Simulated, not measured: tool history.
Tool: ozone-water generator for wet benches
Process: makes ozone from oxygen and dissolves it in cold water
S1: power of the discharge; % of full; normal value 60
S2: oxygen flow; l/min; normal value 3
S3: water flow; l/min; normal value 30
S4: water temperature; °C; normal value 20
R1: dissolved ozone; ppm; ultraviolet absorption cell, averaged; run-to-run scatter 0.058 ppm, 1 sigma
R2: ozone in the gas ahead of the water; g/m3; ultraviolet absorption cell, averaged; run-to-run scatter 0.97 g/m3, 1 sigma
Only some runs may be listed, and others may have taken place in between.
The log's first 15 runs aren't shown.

run 16 hour=1277.2 | S1=60 S2=3 S3=37 S4=20 | R1=5.43 R2=160.7
run 17 hour=1338.3 | S1=60 S2=3.75 S3=37 S4=20 | R1=5.7 R2=140.2
run 18 hour=1441.8 | S1=74 S2=1.63 S3=37 S4=20 | R1=5.59 R2=277.8
run 19 hour=1509.9 | S1=74 S2=1.63 S3=37 S4=20 | R1=5.76 R2=275.6
run 20 hour=1559.1 | S1=40 S2=2.19 S3=19 S4=28 | R1=6.57 R2=137.8
run 21 hour=1646.3 | S1=60 S2=3 S3=20 S4=20 | R1=9.76 R2=157.7
run 22 hour=1691.1 | S1=60 S2=2.36 S3=20 S4=20 | R1=9.58 R2=184.5
run 23 hour=1744.4 | S1=75 S2=1.6 S3=22 S4=15 | R1=10.22 R2=282.5
run 24 hour=1809.7 | S1=54 S2=2.15 S3=28 S4=15 | R1=6.41 R2=178.9
run 25 hour=1865 | S1=67 S2=2.35 S3=21 S4=17 | R1=10.49 R2=204.5
run 26 hour=1948.4 | S1=60 S2=2.19 S3=30 S4=16 | R1=6.42 R2=194.1
run 27 hour=2004.9 | S1=60 S2=2.19 S3=30 S4=16 | R1=6.56 R2=193
run 28 hour=2061.8 | S1=84 S2=2.19 S3=30 S4=14 | R1=8.96 R2=258.3
run 29 hour=2151.7 | S1=50 S2=2.19 S3=30 S4=14 | R1=5.65 R2=163.7
run 30 hour=2234.9 | S1=61 S2=2.57 S3=45 S4=13 | R1=4.58 R2=177.4
run 31 hour=2334.9 | S1=61 S2=2.57 S3=45 S4=13 | R1=4.45 R2=177.2
run 32 hour=2443.4 | S1=90 S2=3.72 S3=46 S4=22 | R1=6.36 R2=197.4

5 options for the next run, each taken on its own from the tool as it stands now. Forecast them:
run A hour=2536.7 | S1=90 S2=3.72 S3=22 S4=22 | R1=? R2=?
run B hour=2536.7 | S1=74 S2=3.72 S3=31 S4=12 | R1=? R2=?
run C hour=2536.7 | S1=57 S2=3.72 S3=46 S4=28 | R1=? R2=?
run D hour=2536.7 | S1=43 S2=3.43 S3=46 S4=17 | R1=? R2=?
run E hour=2536.7 | S1=78 S2=1.86 S3=46 S4=22 | R1=? R2=?

run=A R1=12.78 R2=199.5
run=B R1=8.68 R2=168.1
run=C R1=4.06 R2=134.2
run=D R1=3.32 R2=109.6
run=E R1=4.79 R2=263
Without the tool's hidden state the same runs would have given:
run=A R1=13.66 R2=211
run=B R1=9.2 R2=176.4
run=C R1=4.27 R2=139.4
run=D R1=3.45 R2=112.6
run=E R1=5.09 R2=276.6

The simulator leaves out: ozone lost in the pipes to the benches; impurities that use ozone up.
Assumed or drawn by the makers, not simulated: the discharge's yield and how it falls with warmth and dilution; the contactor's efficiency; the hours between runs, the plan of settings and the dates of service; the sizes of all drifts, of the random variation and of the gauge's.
